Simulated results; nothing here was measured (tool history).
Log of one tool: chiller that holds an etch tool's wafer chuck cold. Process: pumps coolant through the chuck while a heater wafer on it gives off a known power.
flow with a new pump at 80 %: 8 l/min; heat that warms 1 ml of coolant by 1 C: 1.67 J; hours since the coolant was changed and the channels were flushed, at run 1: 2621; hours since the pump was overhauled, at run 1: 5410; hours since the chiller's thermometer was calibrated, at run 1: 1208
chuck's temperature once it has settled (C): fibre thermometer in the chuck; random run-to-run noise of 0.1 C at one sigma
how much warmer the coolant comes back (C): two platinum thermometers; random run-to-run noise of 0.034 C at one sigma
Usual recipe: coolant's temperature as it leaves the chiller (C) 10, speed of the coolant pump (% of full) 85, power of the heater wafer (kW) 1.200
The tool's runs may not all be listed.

run,hour,coolant's temperature as it leaves the chiller (C),speed of the coolant pump (% of full),power of the heater wafer (kW),hours since the coolant was changed and the channels were flushed,hours since the pump was overhauled,hours since the chiller's thermometer was calibrated,chuck's temperature once it has settled (C),how much warmer the coolant comes back (C)
1,0.0,10,85,1.200,2621,5410,1208,19.9,5.72
2,152.2,10,85,1.200,2773,5562,1360,19.9,5.79
3,339.4,10,85,1.200,2960,5749,1547,20.3,5.85
4,468.9,10,85,1.200,3089,5879,1677,20.1,5.81
5,655.4,10,85,1.200,3276,6065,1863,20.2,5.86
6,793.8,10,85,1.200,3414,6204,2002,20.1,5.90
7,972.3,4,85,0.714,3593,6382,2180,10.3,3.51
8,1134.7,10,85,0.925,3755,6545,2342,18.0,4.55
9,1223.1,11,81,0.752,3844,6633,2431,17.7,3.87
10,1357.4,11,81,0.752,3978,6767,2565,17.9,3.99
# hour 1502.3: chiller's thermometer calibrated
11,1502.3,14,85,0.744,4122,6911,0,20.4,3.71
12,1656.0,10,85,1.263,4276,7065,154,21.0,6.37

Forecast each of these 3 alternatives for the next run:
A,1782.1,9,71,1.200,4402,7191,280,?,?
B,1782.1,14,85,1.200,4402,7191,280,?,?
C,1782.1,10,76,1.613,4402,7191,280,?,?

run,chuck's temperature once it has settled (C),how much warmer the coolant comes back (C)
A,21.3,7.17
B,24.4,6.04
C,25.4,9.00
The same runs, with their run-to-run variation unchanged, on a tool lacking any hidden condition would have given:
run,chuck's temperature once it has settled (C),how much warmer the coolant comes back (C)
A,18.7,6.02
B,22.1,5.07
C,22.1,7.55

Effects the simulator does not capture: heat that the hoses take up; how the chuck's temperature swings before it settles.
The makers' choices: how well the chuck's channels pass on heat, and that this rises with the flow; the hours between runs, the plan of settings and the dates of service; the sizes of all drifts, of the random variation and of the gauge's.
